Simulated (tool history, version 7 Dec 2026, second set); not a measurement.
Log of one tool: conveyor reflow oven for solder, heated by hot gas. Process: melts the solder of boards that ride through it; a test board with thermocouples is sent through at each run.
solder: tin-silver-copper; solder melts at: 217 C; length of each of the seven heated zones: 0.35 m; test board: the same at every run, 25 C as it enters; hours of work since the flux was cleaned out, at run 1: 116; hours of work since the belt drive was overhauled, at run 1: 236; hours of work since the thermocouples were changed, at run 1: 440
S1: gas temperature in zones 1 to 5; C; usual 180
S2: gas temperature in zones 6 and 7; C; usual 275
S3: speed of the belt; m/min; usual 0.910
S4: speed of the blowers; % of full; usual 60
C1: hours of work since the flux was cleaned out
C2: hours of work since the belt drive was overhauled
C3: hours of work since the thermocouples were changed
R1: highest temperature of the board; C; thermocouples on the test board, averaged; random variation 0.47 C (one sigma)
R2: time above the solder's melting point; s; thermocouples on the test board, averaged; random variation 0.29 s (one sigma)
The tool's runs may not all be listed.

Run 1, day 0.000: usual settings; C1 116; C2 236; C3 440. Result: R1 251.4 C, R2 35.1 s.
Run 2, day 0.621: usual settings; C1 124; C2 244; C3 448. Result: R1 250.9 C, R2 34.8 s.
Run 3, day 1.396: usual settings; C1 134; C2 254; C3 457. Result: R1 252.0 C, R2 34.6 s.
Run 4, day 1.729: usual settings but S1 171 C; C1 138; C2 258; C3 462. Result: R1 250.2 C, R2 31.4 s.
Run 5, day 2.342: usual settings but S1 171 C, S2 282 C; C1 146; C2 266; C3 469. Result: R1 255.2 C, R2 33.8 s.
Run 6, day 2.842: usual settings but S1 171 C, S2 282 C; C1 152; C2 272; C3 476. Result: R1 254.9 C, R2 34.0 s.
Run 7, day 3.246: usual settings but S1 171 C, S2 282 C; C1 157; C2 277; C3 481. Result: R1 254.6 C, R2 33.7 s.
Run 8, day 3.892: usual settings but S2 288 C, S3 1.069 m/min, S4 67 % of full; C1 165; C2 285; C3 489. Result: R1 256.1 C, R2 30.5 s.
At day 4.142: flux residue cleaned out of gas plates and filters.
Run 9, day 4.708: usual settings but S1 176 C, S2 284 C, S4 59 % of full; C1 7; C2 293; C3 497. Result: R1 255.4 C, R2 35.3 s.
Run 10, day 5.479: usual settings but S1 176 C, S2 284 C, S4 59 % of full; C1 17; C2 303; C3 506. Result: R1 255.2 C, R2 35.4 s.
Run 11, day 6.104: usual settings but S1 176 C, S2 284 C, S3 0.963 m/min, S4 75 % of full; C1 25; C2 311; C3 514. Result: R1 256.7 C, R2 33.9 s.
At day 6.554: thermocouples of zones 6 and 7 changed.
Run 12, day 6.875: usual settings but S1 176 C, S2 284 C, S3 0.963 m/min, S4 75 % of full; C1 33; C2 319; C3 4. Result: R1 256.5 C, R2 33.8 s.
Run 13, day 7.312: usual settings but S3 0.803 m/min; C1 39; C2 325; C3 10. Result: R1 255.5 C, R2 40.9 s.

Hidden state or all else? Some run-to-run changes of R1, split into what the settings, what came in and random variation would give without the hidden state, and what is left for the hidden state (with any gauge scatter that isn't in both results):
The hidden state here: heat that the gas passes to the board, % of a clean oven's; belt's true speed, % of the reading; true gas temperature in zones 6 and 7 over the reading, C; drift of the gauge itself on peak_c, C; drift of the gauge itself on liquid_s, %.
Run 4 -> 5: S2 275 -> 282. R1 +5.0 C: hidden state -0.2, all else +5.2.
Run 8 -> 9: S1 180 -> 176, S2 288 -> 284, S3 1.069 -> 0.910, S4 67 -> 59, flux residue cleaned out of gas plates and filters. R1 -0.7 C: hidden state -1.3, all else +0.6.
